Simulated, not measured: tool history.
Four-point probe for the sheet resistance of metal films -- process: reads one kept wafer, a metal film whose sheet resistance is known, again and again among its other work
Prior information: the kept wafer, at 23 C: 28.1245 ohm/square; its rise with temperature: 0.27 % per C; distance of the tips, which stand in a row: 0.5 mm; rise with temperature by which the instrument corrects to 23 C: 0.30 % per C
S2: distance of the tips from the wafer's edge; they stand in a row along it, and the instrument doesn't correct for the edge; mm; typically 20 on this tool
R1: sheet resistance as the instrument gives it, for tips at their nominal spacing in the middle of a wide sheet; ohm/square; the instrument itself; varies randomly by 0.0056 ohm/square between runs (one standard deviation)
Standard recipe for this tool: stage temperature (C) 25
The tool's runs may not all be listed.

{"run": 1, "hour": 0.0, "stage temperature (C)": 25, "S2": 20, "R1": 28.020062}
{"run": 2, "hour": 45.6, "stage temperature (C)": 25, "S2": 20, "R1": 28.020011}
{"run": 3, "hour": 133.5, "stage temperature (C)": 32, "S2": 20, "R1": 27.96253}
{"run": 4, "hour": 198.7, "stage temperature (C)": 32, "S2": 20, "R1": 27.964701}
{"run": 5, "hour": 290.0, "stage temperature (C)": 32, "S2": 20, "R1": 27.983413}
{"run": 6, "hour": 384.8, "stage temperature (C)": 32, "S2": 20, "R1": 27.983152}
{"run": 7, "hour": 455.9, "stage temperature (C)": 25, "S2": 20, "R1": 28.05327}
{"run": 8, "hour": 520.2, "stage temperature (C)": 25, "S2": 20, "R1": 28.072132}
{"run": 9, "hour": 606.2, "stage temperature (C)": 25, "S2": 3, "R1": 28.475489}
{"run": 10, "hour": 648.7, "stage temperature (C)": 25, "S2": 20, "R1": 28.081018}
{"hour": 705.2, "done": "stage's thermometer calibrated"}
{"run": 11, "hour": 709.8, "stage temperature (C)": 25, "S2": 20, "R1": 28.060923}
{"run": 12, "hour": 748.5, "stage temperature (C)": 25, "S2": 20, "R1": 28.073142}
{"run": 13, "hour": 800.1, "stage temperature (C)": 25, "S2": 20, "R1": 28.082784}
{"run": 14, "hour": 875.0, "stage temperature (C)": 25, "S2": 20, "R1": 28.074783}
{"run": 15, "hour": 936.2, "stage temperature (C)": 25, "S2": 20, "R1": 28.098862}
{"run": 16, "hour": 1011.1, "stage temperature (C)": 25, "S2": 20, "R1": 28.102333}
{"run": 17, "hour": 1092.7, "stage temperature (C)": 25, "S2": 20, "R1": 28.102488}
{"run": 18, "hour": 1175.5, "stage temperature (C)": 25, "S2": 20, "R1": 28.116902}
{"hour": 1228.4, "done": "stage's thermometer calibrated, once more"}
{"run": 19, "hour": 1265.7, "stage temperature (C)": 26, "S2": 20, "R1": 28.149336}
{"run": 20, "hour": 1319.6, "stage temperature (C)": 25, "S2": 20, "R1": 28.14994}
{"run": 21, "hour": 1360.5, "stage temperature (C)": 25, "S2": 20, "R1": 28.166584}
{"run": 22, "hour": 1445.3, "stage temperature (C)": 25, "S2": 20, "R1": 28.165301}
{"run": 23, "hour": 1513.7, "stage temperature (C)": 24, "S2": 5, "R1": 28.324537}
{"run": 24, "hour": 1584.4, "stage temperature (C)": 35, "S2": 21, "R1": 28.076009}
{"run": 25, "hour": 1664.4, "stage temperature (C)": 35, "S2": 21, "R1": 28.0954}
{"run": 26, "hour": 1748.9, "stage temperature (C)": 29, "S2": 21, "R1": 28.15967}
{"run": 27, "hour": 1831.5, "stage temperature (C)": 29, "S2": 21, "R1": 28.163982}
{"run": 28, "hour": 1915.8, "stage temperature (C)": 26, "S2": 10, "R1": 28.222339}
{"run": 29, "hour": 2007.7, "stage temperature (C)": 26, "S2": 10, "R1": 28.235627}
{"run": 30, "hour": 2094.1, "stage temperature (C)": 23, "S2": 10, "R1": 28.263285}
{"run": 31, "hour": 2187.3, "stage temperature (C)": 26, "S2": 33, "R1": 28.215425}
{"run": 32, "hour": 2256.9, "stage temperature (C)": 29, "S2": 28, "R1": 28.185214}
{"run": 33, "hour": 2343.0, "stage temperature (C)": 35, "S2": 20, "R1": 28.146573}
{"run": 34, "hour": 2390.2, "stage temperature (C)": 27, "S2": 31, "R1": 28.224694}
{"run": 35, "hour": 2443.9, "stage temperature (C)": 27, "S2": 31, "R1": 28.220929}
{"run": 36, "hour": 2509.8, "stage temperature (C)": 33, "S2": 9, "R1": 28.221463}
{"run": 37, "hour": 2573.7, "stage temperature (C)": 28, "S2": 3, "R1": 28.643677}
{"run": 38, "hour": 2668.4, "stage temperature (C)": 23, "S2": 39, "R1": 28.301133}
{"run": 39, "hour": 2709.0, "stage temperature (C)": 19, "S2": 4, "R1": 28.570842}
{"run": 40, "hour": 2783.0, "stage temperature (C)": 34, "S2": 53, "R1": 28.186319}
{"run": 41, "hour": 2851.3, "stage temperature (C)": 34, "S2": 53, "R1": 28.193461}
{"run": 42, "hour": 2945.4, "stage temperature (C)": 23, "S2": 24, "R1": 28.315387}
{"run": 43, "hour": 3029.8, "stage temperature (C)": 22, "S2": 23, "R1": 28.327478}
{"run": 44, "hour": 3111.7, "stage temperature (C)": 22, "S2": 23, "R1": 28.336029}

Predict each of these 4 candidate next runs independently; none follows another, all start after run 44:
{"hour": 3143.6, "done": "new probe head fitted"}
{"run": "A", "hour": 3191.3, "stage temperature (C)": 27, "S2": 6, "R1": "?"}
{"hour": 3143.6, "done": "new probe head fitted"}
{"run": "B", "hour": 3191.3, "stage temperature (C)": 28, "S2": 23, "R1": "?"}
{"hour": 3143.6, "done": "new probe head fitted"}
{"run": "C", "hour": 3191.3, "stage temperature (C)": 25, "S2": 37, "R1": "?"}
{"hour": 3143.6, "done": "new probe head fitted"}
{"run": "D", "hour": 3191.3, "stage temperature (C)": 35, "S2": 10, "R1": "?"}

run=A R1=28.119902
run=B R1=28.008734
run=C R1=28.035463
run=D R1=27.974856
Take away the tool's hidden state, keep each run's random variation, and the runs would have read:
run=A R1=28.197097
run=B R1=28.085607
run=C R1=28.112512
run=D R1=28.051402
